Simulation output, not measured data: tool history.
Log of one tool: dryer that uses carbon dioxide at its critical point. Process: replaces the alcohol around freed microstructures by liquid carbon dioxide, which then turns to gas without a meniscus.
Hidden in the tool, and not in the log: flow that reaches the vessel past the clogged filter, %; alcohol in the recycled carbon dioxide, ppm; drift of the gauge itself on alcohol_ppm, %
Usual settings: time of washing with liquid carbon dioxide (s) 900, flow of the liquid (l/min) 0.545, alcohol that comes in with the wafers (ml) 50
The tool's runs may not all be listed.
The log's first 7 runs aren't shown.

| run | day | time of washing with liquid carbon dioxide (s) | flow of the liquid (l/min) | alcohol that comes in with the wafers (ml) | hours of work since the filter was changed | hours of work since the purifier's bed was changed | alcohol left in the vessel before it's heated (ppm by volume) |
|---|---|---|---|---|---|---|---|
| 8 | 7.808 | 900 | 0.404 | 50 | 41 | 494 | 910 |
| 9 | 8.962 | 900 | 0.404 | 50 | 56 | 509 | 951 |
| 10 | 9.692 | 960 | 0.545 | 50 | 65 | 518 | 281 |
| 11 | 10.529 | 900 | 0.545 | 108 | 76 | 529 | 527 |
| 12 | 11.429 | 900 | 0.545 | 99 | 88 | 541 | 483 |
| 13 | 12.062 | 900 | 0.695 | 50 | 97 | 549 | 211 |
| 14 | 13.117 | 900 | 0.667 | 50 | 110 | 563 | 229 |
| 15 | 14.096 | 900 | 0.667 | 50 | 123 | 576 | 234 |
|  | 14.654 | purifier's bed changed |
| 16 | 15.317 | 900 | 0.545 | 23 | 138 | 9 | 91 |
| 17 | 16.083 | 600 | 0.668 | 33 | 148 | 19 | 320 |
| 18 | 17.183 | 600 | 0.668 | 33 | 162 | 33 | 317 |
| 19 | 17.871 | 900 | 0.418 | 22 | 171 | 42 | 341 |
| 20 | 18.571 | 540 | 0.418 | 49 | 180 | 51 | 3917 |
| 21 | 19.258 | 540 | 0.418 | 71 | 189 | 60 | 5775 |
| 22 | 19.988 | 960 | 0.713 | 37 | 199 | 70 | 46 |
| 23 | 21.017 | 780 | 0.545 | 50 | 212 | 83 | 420 |
| 24 | 22.075 | 540 | 0.545 | 22 | 226 | 97 | 821 |
| 25 | 22.938 | 540 | 0.545 | 22 | 237 | 108 | 831 |
| 26 | 24.042 | 1080 | 0.597 | 50 | 252 | 123 | 89 |
| 27 | 25.067 | 1260 | 0.405 | 32 | 265 | 136 | 175 |
| 28 | 26.379 | 660 | 0.923 | 36 | 282 | 154 | 92 |
| 29 | 27.288 | 660 | 0.923 | 36 | 294 | 165 | 99 |
| 30 | 27.892 | 660 | 0.923 | 36 | 302 | 173 | 102 |
| 31 | 29.025 | 660 | 0.923 | 36 | 317 | 188 | 97 |
| 32 | 30.217 | 600 | 0.573 | 33 | 333 | 204 | 829 |

5 ways to go on from here, each from the tool as it stands after run 32. What would each give?
| A | 31.558 | 900 | 0.825 | 27 | 350 | 221 | ? |
| B | 31.558 | 900 | 0.545 | 46 | 350 | 221 | ? |
| C | 31.558 | 780 | 0.423 | 38 | 350 | 221 | ? |
| D | 31.558 | 1440 | 0.545 | 87 | 350 | 221 | ? |
| E | 31.558 | 600 | 0.700 | 60 | 350 | 221 | ? |

| run | alcohol left in the vessel before it's heated (ppm by volume) |
|---|---|
| A | 84 |
| B | 295 |
| C | 1162 |
| D | 88 |
| E | 619 |
Without the tool's hidden state the same runs would have given:
| run | alcohol left in the vessel before it's heated (ppm by volume) |
|---|---|
| A | 8 |
| B | 136 |
| C | 785 |
| D | 5 |
| E | 354 |
